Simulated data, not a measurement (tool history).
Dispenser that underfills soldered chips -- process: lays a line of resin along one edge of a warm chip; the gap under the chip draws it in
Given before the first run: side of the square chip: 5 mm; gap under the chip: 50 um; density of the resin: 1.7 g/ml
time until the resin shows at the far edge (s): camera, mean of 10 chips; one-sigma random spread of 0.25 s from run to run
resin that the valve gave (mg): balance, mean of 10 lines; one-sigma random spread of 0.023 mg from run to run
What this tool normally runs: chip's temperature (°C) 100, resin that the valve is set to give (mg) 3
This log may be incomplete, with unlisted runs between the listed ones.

run	day	chip's temperature (°C)	resin that the valve is set to give (mg)	time until the resin shows at the far edge (s)	resin that the valve gave (mg)
1	0	100	3	9.5	2.84
2	0.196	100	3.85	10.4	3.64
# day 0.3: new syringe of resin
3	0.304	100	3.85	7.7	3.64
4	0.483	100	3.85	8.3	3.62
5	0.608	100	3.85	9.2	3.59
6	0.812	100	3.85	11.1	3.59
# day 0.838: new syringe of resin
7	0.983	100	3.85	8.1	3.58
8	1.188	100	3.2	10.6	2.97
# day 1.379: new syringe of resin
9	1.392	92	3	10.1	2.77
10	1.483	100	3.56	8.1	3.34
11	1.571	100	3.56	8.5	3.31
12	1.75	100	3.56	10.2	3.24
13	1.854	100	3.56	11.2	3.24
# day 1.917: new syringe of resin
14	2.079	100	3.56	8	3.25
15	2.171	100	3	9.3	2.72
16	2.292	100	3	10.3	2.72
17	2.408	100	3	11.6	2.74
# day 2.458: new syringe of resin
18	2.579	100	3.11	8.7	2.81
19	2.771	100	3.11	10	2.81
20	2.958	110	3.21	8.8	2.88
# day 2.992: new syringe of resin
21	3.079	95	2.54	10.5	2.29
22	3.288	102	2.77	9.9	2.46
23	3.442	87	2.76	17.7	2.41
# day 3.538: new syringe of resin
24	3.571	86	3.56	11.9	3.15
25	3.779	114	2.64	6.2	2.37
26	3.967	115	3.18	6.9	2.79
# day 4.075: new syringe of resin
27	4.179	115	3.18	5.3	2.77
28	4.338	115	3.18	5.7	2.74
29	4.458	115	3.18	6.5	2.8
30	4.575	104	3.81	9.7	3.29
# day 4.621: new syringe of resin
31	4.775	111	2.77	6.2	2.38
32	4.979	111	2.77	7.8	2.36
# day 5.158: new syringe of resin
33	5.179	111	2.77	5.5	2.38
34	5.288	100	3.84	8.4	3.27
35	5.45	100	3.84	9.6	3.29
# day 5.546: dispensing valve cleaned and set on the balance
36	5.692	101	3.57	10.5	3.52
# day 5.738: new syringe of resin
37	5.817	93	3.23	10.6	3.22

3 options for the next run, each taken on its own from the tool as it stands now. Forecast them:
A	6	103	3.2	?	?
B	6	90	2.83	?	?
C	6	107	3.02	?	?

run	time until the resin shows at the far edge (s)	resin that the valve gave (mg)
A	8.4	3.21
B	13	2.81
C	8	2.93
What these runs would have given with no unlogged condition in the tool:
run	time until the resin shows at the far edge (s)	resin that the valve gave (mg)
A	6.8	3.23
B	10.6	2.83
C	6.5	2.95

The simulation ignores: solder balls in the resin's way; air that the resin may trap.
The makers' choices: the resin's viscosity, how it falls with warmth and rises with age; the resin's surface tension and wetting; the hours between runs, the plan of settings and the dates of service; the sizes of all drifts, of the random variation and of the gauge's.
